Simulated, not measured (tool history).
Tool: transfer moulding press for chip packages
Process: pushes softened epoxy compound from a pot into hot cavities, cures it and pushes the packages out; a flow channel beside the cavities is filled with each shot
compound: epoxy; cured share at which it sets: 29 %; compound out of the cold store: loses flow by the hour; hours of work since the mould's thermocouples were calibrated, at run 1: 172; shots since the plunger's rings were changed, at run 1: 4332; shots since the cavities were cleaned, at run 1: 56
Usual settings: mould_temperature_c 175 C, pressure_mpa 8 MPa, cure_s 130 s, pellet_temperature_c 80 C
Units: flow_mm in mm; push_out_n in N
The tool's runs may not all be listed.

| run | hour | mould_temperature_c | pressure_mpa | cure_s | pellet_temperature_c | hours of work since the mould's thermocouples were calibrated | shots since the plunger's rings were changed | shots since the cavities were cleaned | incoming compound's hours out of the cold store | flow_mm | push_out_n |
|---|---|---|---|---|---|---|---|---|---|---|---|
| 1 | 0 | 175 | 8 | 130 | 80 | 172 | 4332 | 56 | 46.3 | 784 | 161 |
| 2 | 15.3 | 175 | 8 | 130 | 80 | 182 | 4483 | 207 | 23.4 | 884 | 157 |
| 3 | 30.4 | 175 | 8 | 130 | 80 | 193 | 4631 | 355 | 9.9 | 972 | 167 |
|  | 46.6 | cavities cleaned with cleaning compound and waxed |
| 4 | 53.6 | 175 | 8 | 130 | 80 | 208 | 4844 | 68 | 22.8 | 899 | 168 |
| 5 | 66 | 175 | 8 | 130 | 72 | 216 | 4966 | 190 | 31.7 | 853 | 167 |
| 6 | 75 | 175 | 8 | 130 | 81 | 222 | 5055 | 279 | 22.9 | 901 | 169 |
| 7 | 96.2 | 175 | 8 | 130 | 80 | 237 | 5263 | 487 | 35.3 | 828 | 168 |
|  | 99.4 | cavities cleaned with cleaning compound and waxed |
| 8 | 108.8 | 175 | 8 | 130 | 80 | 245 | 5372 | 92 | 43.5 | 798 | 157 |
| 9 | 125.4 | 175 | 8 | 130 | 80 | 256 | 5535 | 255 | 16.4 | 938 | 160 |
|  | 133.7 | plunger's sealing rings changed |
| 10 | 148.5 | 175 | 9.64 | 130 | 80 | 270 | 146 | 458 | 12.5 | 1045 | 165 |
|  | 155.4 | cavities cleaned with cleaning compound and waxed |
| 11 | 165.6 | 175 | 9.64 | 130 | 80 | 281 | 299 | 100 | 29.8 | 954 | 163 |
| 12 | 186.2 | 175 | 8 | 130 | 80 | 295 | 501 | 302 | 25 | 888 | 161 |
|  | 208.1 | cavities cleaned with cleaning compound and waxed |
| 13 | 208.1 | 175 | 8 | 130 | 80 | 309 | 702 | 1 | 13.6 | 947 | 163 |
| 14 | 217.4 | 168 | 8 | 130 | 80 | 315 | 793 | 92 | 28.8 | 915 | 227 |
| 15 | 233 | 168 | 8 | 130 | 80 | 326 | 946 | 245 | 18 | 970 | 220 |
| 16 | 243.4 | 168 | 8 | 130 | 80 | 333 | 1049 | 348 | 21.4 | 948 | 208 |
| 17 | 258.3 | 168 | 8 | 112 | 85 | 343 | 1195 | 494 | 14.9 | 993 | 309 |
|  | 261.5 | cavities cleaned with cleaning compound and waxed |
| 18 | 281.3 | 168 | 7.93 | 112 | 85 | 358 | 1406 | 194 | 21.3 | 942 | 277 |
| 19 | 301.9 | 168 | 9.03 | 123 | 88 | 372 | 1609 | 397 | 8.1 | 1101 | 255 |
|  | 314.4 | cavities cleaned with cleaning compound and waxed |
| 20 | 318.3 | 168 | 6.03 | 115 | 88 | 382 | 1755 | 38 | 17.9 | 824 | 273 |
| 21 | 334.8 | 168 | 6.03 | 115 | 88 | 394 | 1918 | 201 | 27.7 | 793 | 256 |
| 22 | 348.2 | 175 | 8 | 130 | 81 | 403 | 2050 | 333 | 21.6 | 913 | 165 |
|  | 368.2 | cavities cleaned with cleaning compound and waxed |
| 23 | 371.8 | 175 | 8 | 130 | 81 | 418 | 2266 | 35 | 32.1 | 851 | 157 |
| 24 | 392.2 | 176 | 8 | 130 | 80 | 432 | 2467 | 236 | 42.4 | 806 | 156 |
| 25 | 411.1 | 176 | 8 | 130 | 80 | 445 | 2652 | 421 | 38.9 | 813 | 164 |
|  | 421.5 | cavities cleaned with cleaning compound and waxed |
| 26 | 425 | 175 | 9.55 | 130 | 80 | 454 | 2774 | 34 | 23.1 | 989 | 162 |
| 27 | 440.9 | 175 | 7.17 | 130 | 80 | 464 | 2931 | 191 | 32.2 | 805 | 162 |

3 ways to go on from here, each from the tool as it stands after run 27. What would each give?
| A | 452.8 | 175 | 7.17 | 141 | 80 | 473 | 3048 | 308 | 46.9 | ? | ? |
| B | 452.8 | 177 | 6.7 | 130 | 80 | 473 | 3048 | 308 | 22.9 | ? | ? |
| C | 452.8 | 175 | 6.71 | 170 | 82 | 473 | 3048 | 308 | 25.5 | ? | ? |

| run | flow_mm | push_out_n |
|---|---|---|
| A | 740 | 159 |
| B | 814 | 156 |
| C | 818 | 152 |
Without the tool's hidden state the same runs would have given:
| run | flow_mm | push_out_n |
|---|---|---|
| A | 741 | 157 |
| B | 815 | 154 |
| C | 819 | 151 |

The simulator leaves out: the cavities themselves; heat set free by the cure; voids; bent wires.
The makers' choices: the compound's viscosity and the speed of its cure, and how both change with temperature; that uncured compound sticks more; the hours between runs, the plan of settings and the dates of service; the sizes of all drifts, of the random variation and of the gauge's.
